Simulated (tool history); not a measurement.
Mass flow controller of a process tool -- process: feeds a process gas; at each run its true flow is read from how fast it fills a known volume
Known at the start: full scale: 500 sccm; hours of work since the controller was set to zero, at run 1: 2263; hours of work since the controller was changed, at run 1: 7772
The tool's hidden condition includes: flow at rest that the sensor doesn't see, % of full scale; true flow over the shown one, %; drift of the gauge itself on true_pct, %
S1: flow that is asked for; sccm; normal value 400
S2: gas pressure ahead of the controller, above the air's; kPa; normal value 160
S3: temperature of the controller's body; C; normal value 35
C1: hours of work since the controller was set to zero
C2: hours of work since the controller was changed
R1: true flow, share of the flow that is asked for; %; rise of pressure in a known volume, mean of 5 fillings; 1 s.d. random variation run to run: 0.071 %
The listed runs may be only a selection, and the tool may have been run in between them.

run	hour	S1	S2	S3	C1	C2	R1
1	0.0	400	160	35	2263	7772	100.40
2	428.3	254	160	35	2453	7961	100.23
3	607.1	459	160	35	2532	8041	100.69
4	922.8	459	160	35	2672	8181	100.94
5	1246.9	459	160	35	2816	8324	101.08
6	1544.6	459	160	35	2948	8456	101.12
7	1867.6	459	160	35	3091	8600	101.32
8	2285.0	400	160	31	3276	8785	101.07
9	2473.6	400	160	31	3360	8868	101.15
10	2731.6	400	160	35	3474	8983	101.40
11	3028.3	400	160	26	3606	9114	101.19
12	3331.6	400	160	35	3740	9249	101.61
13	3651.6	139	160	25	3882	9391	100.37
14	3904.6	353	178	25	3994	9503	101.17
15	4329.2	400	160	36	4183	9691	102.11
16	4686.6	88	239	21	4341	9850	99.87
17	5056.5	88	239	21	4505	10014	100.17
18	5270.7	59	160	36	4600	10109	101.32
19	5645.2	59	160	36	4766	10275	101.49
20	5824.3	59	249	29	4846	10354	100.54
21	6105.1	314	186	23	4970	10479	101.83
22	6445.4	314	186	23	5121	10630	101.83
23	6706.3	314	186	23	5237	10745	101.98
# hour 7021.3: controller's zero set anew
24	7099.3	400	280	38	35	10919	102.30

5 options for the next run, each taken on its own from the tool as it stands now. Forecast them:
A	7465.6	400	222	28	197	11082	?
B	7465.6	179	228	20	197	11082	?
C	7465.6	176	188	38	197	11082	?
D	7465.6	318	280	37	197	11082	?
E	7465.6	145	280	33	197	11082	?

run	R1
A	102.52
B	101.26
C	102.46
D	102.11
E	101.31
Had the tool no hidden state, the same runs would have come out as:
run	R1
A	99.73
B	98.50
C	99.67
D	99.32
E	98.54
